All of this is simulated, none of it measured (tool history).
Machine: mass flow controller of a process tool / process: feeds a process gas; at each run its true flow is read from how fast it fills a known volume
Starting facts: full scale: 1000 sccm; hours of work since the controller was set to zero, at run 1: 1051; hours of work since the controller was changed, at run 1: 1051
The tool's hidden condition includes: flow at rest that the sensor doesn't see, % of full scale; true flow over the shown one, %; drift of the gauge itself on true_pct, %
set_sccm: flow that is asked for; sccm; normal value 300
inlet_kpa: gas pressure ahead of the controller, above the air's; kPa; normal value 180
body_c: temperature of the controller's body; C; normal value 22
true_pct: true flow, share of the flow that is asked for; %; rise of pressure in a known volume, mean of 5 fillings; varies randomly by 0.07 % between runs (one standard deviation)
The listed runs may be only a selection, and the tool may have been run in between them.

| run | hour | set_sccm | inlet_kpa | body_c | hours of work since the controller was set to zero | hours of work since the controller was changed | true_pct |
|---|---|---|---|---|---|---|---|
| 1 | 0.0 | 300 | 180 | 22 | 1051 | 1051 | 98.74 |
| 2 | 89.1 | 300 | 180 | 22 | 1090 | 1090 | 98.80 |
| 3 | 182.6 | 300 | 180 | 22 | 1130 | 1130 | 98.95 |
| 4 | 221.8 | 300 | 180 | 22 | 1147 | 1147 | 99.01 |
| 5 | 277.7 | 300 | 180 | 22 | 1171 | 1171 | 98.89 |
| 6 | 367.9 | 300 | 180 | 22 | 1210 | 1210 | 99.08 |
| 7 | 411.6 | 300 | 180 | 20 | 1228 | 1228 | 99.26 |
| 8 | 502.4 | 300 | 180 | 20 | 1268 | 1268 | 99.47 |
| 9 | 543.8 | 300 | 180 | 20 | 1285 | 1285 | 99.39 |
| 10 | 601.8 | 176 | 260 | 20 | 1310 | 1310 | 99.22 |
| 11 | 696.1 | 176 | 260 | 20 | 1351 | 1351 | 99.32 |
| 12 | 742.9 | 176 | 260 | 20 | 1371 | 1371 | 99.37 |
| 13 | 796.5 | 215 | 153 | 26 | 1394 | 1394 | 99.30 |
| 14 | 890.7 | 215 | 153 | 26 | 1435 | 1435 | 99.40 |
| 15 | 962.7 | 215 | 178 | 35 | 1466 | 1466 | 98.91 |
| 16 | 1051.4 | 300 | 149 | 22 | 1504 | 1504 | 99.97 |
| 17 | 1118.7 | 300 | 149 | 22 | 1533 | 1533 | 100.09 |

Alternative continuations, all from the tool just after run 17; predict every row:
| A | 1187.9 | 300 | 148 | 22 | 1563 | 1563 | ? |
| B | 1187.9 | 300 | 215 | 33 | 1563 | 1563 | ? |
| C | 1187.9 | 300 | 277 | 22 | 1563 | 1563 | ? |
| D | 1187.9 | 170 | 232 | 27 | 1563 | 1563 | ? |
| E | 1187.9 | 121 | 215 | 31 | 1563 | 1563 | ? |

| run | true_pct |
|---|---|
| A | 100.20 |
| B | 99.48 |
| C | 100.00 |
| D | 99.30 |
| E | 99.31 |
Take away the tool's hidden state, keep each run's random variation, and the runs would have read:
| run | true_pct |
|---|---|
| A | 98.72 |
| B | 98.01 |
| C | 98.53 |
| D | 97.84 |
| E | 97.84 |
